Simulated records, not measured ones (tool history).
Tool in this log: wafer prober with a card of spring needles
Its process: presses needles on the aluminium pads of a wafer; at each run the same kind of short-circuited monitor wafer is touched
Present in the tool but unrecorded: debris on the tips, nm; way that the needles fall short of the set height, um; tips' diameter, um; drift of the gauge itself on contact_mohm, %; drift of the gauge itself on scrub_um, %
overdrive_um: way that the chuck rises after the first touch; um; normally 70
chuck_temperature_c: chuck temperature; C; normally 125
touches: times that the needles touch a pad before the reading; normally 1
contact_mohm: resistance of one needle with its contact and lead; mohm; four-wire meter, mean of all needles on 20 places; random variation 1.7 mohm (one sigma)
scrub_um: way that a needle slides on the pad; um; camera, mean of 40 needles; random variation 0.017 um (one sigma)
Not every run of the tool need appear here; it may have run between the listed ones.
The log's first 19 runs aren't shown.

run	hour	overdrive_um	chuck_temperature_c	touches	touches since the tips were cleaned	cleanings since the card got new needles	touches since the first contact's height was set	contact_mohm	scrub_um
# hour 1033: tips cleaned on abrasive film
# hour 1054.9: tips cleaned on abrasive film
# hour 1078.8: tips cleaned on abrasive film
20	1092.7	78	125	1	5714	74	28100	198	18.03
# hour 1102.9: tips cleaned on abrasive film
# hour 1125.8: tips cleaned on abrasive film
21	1126.9	78	125	1	443	76	42071	184	17.99
# hour 1146.6: tips cleaned on abrasive film
22	1158.2	85	25	1	4771	77	54899	180	19.59
# hour 1168.5: tips cleaned on abrasive film
# hour 1194: tips cleaned on abrasive film
23	1199.6	70	114	3	2330	79	71823	183	16.09
# hour 1219.1: tips cleaned on abrasive film
# hour 1241.2: tips cleaned on abrasive film
24	1256.5	70	114	3	6288	81	95112	184	16.02
# hour 1263.9: tips cleaned on abrasive film
# hour 1286.9: tips cleaned on abrasive film
25	1295.5	70	114	3	3523	83	111021	185	16.03
# hour 1310.8: tips cleaned on abrasive film
# hour 1335.6: tips cleaned on abrasive film
26	1346.8	70	55	1	4597	85	132040	199	16
# hour 1356.7: tips cleaned on abrasive film
# hour 1380.4: tips cleaned on abrasive film
27	1389.7	70	55	1	3810	87	149565	198	15.94
# hour 1402.2: tips cleaned on abrasive film
# hour 1425.3: tips cleaned on abrasive film
# hour 1446.7: tips cleaned on abrasive film
# hour 1447: height of the first contact set anew
28	1457.1	70	55	1	4153	90	4153	198	16.22
# hour 1470.9: tips cleaned on abrasive film
29	1491	76	25	2	8267	91	18030	177	17.6
# hour 1496.2: tips cleaned on abrasive film
# hour 1520: tips cleaned on abrasive film
# hour 1544.2: tips cleaned on abrasive film
# hour 1565.5: tips cleaned on abrasive film
30	1565.5	62	25	1	0	95	48476	167	14.27

Below are 3 alternative next runs, each starting from the tool's condition after run 30. Predict each:
# hour 1589: tips cleaned on abrasive film
# hour 1613.4: tips cleaned on abrasive film
# hour 1635.7: tips cleaned on abrasive film
A	1638.8	70	125	2	1296	98	78445	?	?
# hour 1589: tips cleaned on abrasive film
# hour 1613.4: tips cleaned on abrasive film
# hour 1635.7: tips cleaned on abrasive film
B	1638.8	80	27	1	1296	98	78445	?	?
# hour 1589: tips cleaned on abrasive film
# hour 1613.4: tips cleaned on abrasive film
# hour 1635.7: tips cleaned on abrasive film
C	1638.8	90	125	1	1296	98	78445	?	?

run	contact_mohm	scrub_um
A	193	16.11
B	178	18.38
C	190	20.67
Stripped of hidden state, with their random variation kept, the same runs would have yielded:
run	contact_mohm	scrub_um
A	179	16.24
B	159	18.51
C	177	20.81
